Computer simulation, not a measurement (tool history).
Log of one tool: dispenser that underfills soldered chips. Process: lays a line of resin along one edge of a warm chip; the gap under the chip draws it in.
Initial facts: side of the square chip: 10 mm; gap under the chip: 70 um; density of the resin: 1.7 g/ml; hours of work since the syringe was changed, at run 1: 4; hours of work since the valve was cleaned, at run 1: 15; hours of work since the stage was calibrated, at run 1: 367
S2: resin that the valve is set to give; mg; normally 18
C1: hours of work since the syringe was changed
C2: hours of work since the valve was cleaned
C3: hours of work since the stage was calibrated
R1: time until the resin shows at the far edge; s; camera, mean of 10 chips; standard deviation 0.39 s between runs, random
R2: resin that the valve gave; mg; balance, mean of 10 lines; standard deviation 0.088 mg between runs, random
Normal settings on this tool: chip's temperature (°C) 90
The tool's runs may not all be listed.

Run 1, hour 0: usual settings; C1 4; C2 15; C3 367. Result: R1 36.3 s, R2 17.82 mg.
At hour 5.9: new syringe of resin.
Run 2, hour 12.6: usual settings but chip's temperature (°C) 85; C1 5; C2 25; C3 376. Result: R1 50.8 s, R2 17.66 mg.
At hour 14.5: stage's temperature calibrated.
At hour 17.8: new syringe of resin.
Run 3, hour 20.2: usual settings but S2 18.5 mg; C1 2; C2 29; C3 4. Result: R1 28.1 s, R2 18 mg.
Run 4, hour 26.5: usual settings; C1 7; C2 34; C3 9. Result: R1 40.5 s, R2 17.63 mg.
At hour 29.1: new syringe of resin.
Run 5, hour 34.2: usual settings; C1 4; C2 40; C3 14. Result: R1 33.3 s, R2 17.51 mg.
At hour 40.4: new syringe of resin.
Run 6, hour 45: usual settings but chip's temperature (°C) 79; C1 3; C2 48; C3 22. Result: R1 52.8 s, R2 17.35 mg.
At hour 51.4: new syringe of resin.
Run 7, hour 56.4: usual settings but chip's temperature (°C) 79; C1 4; C2 56; C3 31. Result: R1 54.2 s, R2 17.28 mg.
At hour 62.6: new syringe of resin.
Run 8, hour 66.6: usual settings but chip's temperature (°C) 79; C1 3; C2 64; C3 38. Result: R1 51.5 s, R2 17.31 mg.
At hour 73.6: new syringe of resin.
Run 9, hour 78.5: usual settings; C1 4; C2 73; C3 47. Result: R1 32.2 s, R2 17.1 mg.
At hour 84.4: new syringe of resin.
Run 10, hour 91.4: usual settings but S2 15.5 mg; C1 5; C2 82; C3 57. Result: R1 39.3 s, R2 14.55 mg.
At hour 95: new syringe of resin.
Run 11, hour 99.7: usual settings but S2 15.5 mg; C1 4; C2 88; C3 63. Result: R1 34.6 s, R2 14.57 mg.
At hour 105.6: new syringe of resin.
Run 12, hour 110.5: usual settings; C1 4; C2 96; C3 71. Result: R1 33.4 s, R2 16.8 mg.
At hour 116.2: new syringe of resin.
Run 13, hour 121.8: usual settings but S2 20.9 mg; C1 4; C2 105; C3 79. Result: R1 33.2 s, R2 19.15 mg.
At hour 126.9: new syringe of resin.
Run 14, hour 135: usual settings but S2 20.9 mg; C1 6; C2 114; C3 89. Result: R1 38.3 s, R2 19.1 mg.
At hour 137.6: new syringe of resin.
Run 15, hour 146.6: usual settings but S2 20.9 mg; C1 7; C2 123; C3 98. Result: R1 40 s, R2 19.01 mg.
At hour 148.6: new syringe of resin.
At hour 160.2: new syringe of resin.
Run 16, hour 160.6: usual settings but S2 20.9 mg; C1 0; C2 133; C3 108. Result: R1 25.8 s, R2 18.88 mg.
At hour 171.8: new syringe of resin.
Run 17, hour 173.4: usual settings but S2 20.9 mg; C1 1; C2 143; C3 117. Result: R1 28 s, R2 18.67 mg.
At hour 178.3: dispensing valve cleaned and set on the balance.
At hour 183.5: new syringe of resin.
Run 18, hour 185.5: usual settings but S2 21.3 mg; C1 2; C2 5; C3 125. Result: R1 28 s, R2 21.23 mg.
At hour 194.5: new syringe of resin.
Run 19, hour 197.9: usual settings but chip's temperature (°C) 98, S2 21.5 mg; C1 3; C2 14; C3 135. Result: R1 21.5 s, R2 21.29 mg.
At hour 205.5: new syringe of resin.
Run 20, hour 208.6: usual settings but chip's temperature (°C) 75, S2 20.3 mg; C1 2; C2 22; C3 143. Result: R1 59.2 s, R2 20.08 mg.
At hour 216.2: new syringe of resin.
Run 21, hour 222.3: usual settings but chip's temperature (°C) 88, S2 16.5 mg; C1 5; C2 32; C3 153. Result: R1 39.3 s, R2 16.15 mg.
At hour 226.8: new syringe of resin.
Run 22, hour 228.3: usual settings but chip's temperature (°C) 99, S2 16.5 mg; C1 1; C2 37; C3 157. Result: R1 18.5 s, R2 16.16 mg.
At hour 237.6: new syringe of resin.
Run 23, hour 241.5: usual settings but chip's temperature (°C) 94, S2 20.6 mg; C1 3; C2 47; C3 167. Result: R1 26.8 s, R2 20 mg.
At hour 249: new syringe of resin.
Run 24, hour 254.7: usual settings but chip's temperature (°C) 96, S2 16.8 mg; C1 4; C2 56; C3 177. Result: R1 26.9 s, R2 16.13 mg.
At hour 259.7: new syringe of resin.
Run 25, hour 264.2: usual settings but chip's temperature (°C) 86, S2 18.6 mg; C1 3; C2 63; C3 184. Result: R1 39.6 s, R2 17.71 mg.
At hour 271.1: new syringe of resin.
Run 26, hour 272.7: usual settings but chip's temperature (°C) 94, S2 22.1 mg; C1 1; C2 70; C3 190. Result: R1 23.3 s, R2 20.95 mg.
Run 27, hour 279: usual settings but chip's temperature (°C) 92; C1 6; C2 74; C3 195. Result: R1 36.2 s, R2 16.96 mg.
At hour 282.2: new syringe of resin.
Run 28, hour 288.6: usual settings but chip's temperature (°C) 85, S2 17.5 mg; C1 5; C2 81; C3 202. Result: R1 47.6 s, R2 16.58 mg.
At hour 292.9: new syringe of resin.
Run 29, hour 297.7: usual settings but chip's temperature (°C) 85, S2 17.5 mg; C1 4; C2 88; C3 208. Result: R1 43.4 s, R2 16.29 mg.
At hour 303.9: new syringe of resin.
Run 30, hour 303.9: usual settings but chip's temperature (°C) 91, S2 16.6 mg; C1 0; C2 93; C3 213. Result: R1 25.8 s, R2 15.55 mg.
At hour 315.3: new syringe of resin.
Run 31, hour 317.1: usual settings but chip's temperature (°C) 96, S2 20.7 mg; C1 1; C2 102; C3 223. Result: R1 21.4 s, R2 19.15 mg.
At hour 326.4: new syringe of resin.
Run 32, hour 330: usual settings but chip's temperature (°C) 81, S2 20.7 mg; C1 3; C2 112; C3 232. Result: R1 48.5 s, R2 18.84 mg.
At hour 337.4: new syringe of resin.
Run 33, hour 338.6: usual settings but chip's temperature (°C) 85; C1 1; C2 118; C3 238. Result: R1 36 s, R2 16.43 mg.
Run 34, hour 347: usual settings but chip's temperature (°C) 95, S2 20.3 mg; C1 7; C2 125; C3 245. Result: R1 35.9 s, R2 18.46 mg.
At hour 348.5: new syringe of resin.
At hour 359.1: new syringe of resin.
Run 35, hour 359.7: usual settings but chip's temperature (°C) 95, S2 20.3 mg; C1 0; C2 134; C3 254. Result: R1 22 s, R2 18.39 mg.

Each run again, without the hidden state but with its own random variation kept:
Hidden conditions of the tool in this case: resin's viscosity, % of fresh resin's; dose that the valve gives, % of what is set; true chip temperature over the reading, C; drift of the gauge itself on fill_s, %; drift of the gauge itself on given_mg, %.
run    R1     R2
  1  24.4  18.02
  2  30.4  17.98
  3  24.3  18.39
  4    25  18.06
  5  24.8  18.02
  6  40.5  17.97
  7  39.8  18.01
  8  40.9  18.13
  9  23.8  18.03
 10  25.5  15.46
 11  25.8  15.55
 12  24.2  18.04
 13  23.7  20.72
 14  23.7  20.82
 15    23  20.88
 16  23.8  20.91
 17  23.8  20.85
 18    24  21.28
 19  16.6   21.5
 20  47.4  20.39
 21  26.7  16.52
 22    16  16.58
 23  19.9  20.67
 24  18.7  16.78
 25  28.7  18.53
 26  20.2  22.03
 27  21.9   17.9
 28  30.7  17.59
 29  30.6  17.38
 30  23.7  16.64
 31  18.1  20.66
 32  35.9  20.48
 33  30.3  17.95
 34  19.3  20.26
 35  19.4  20.34
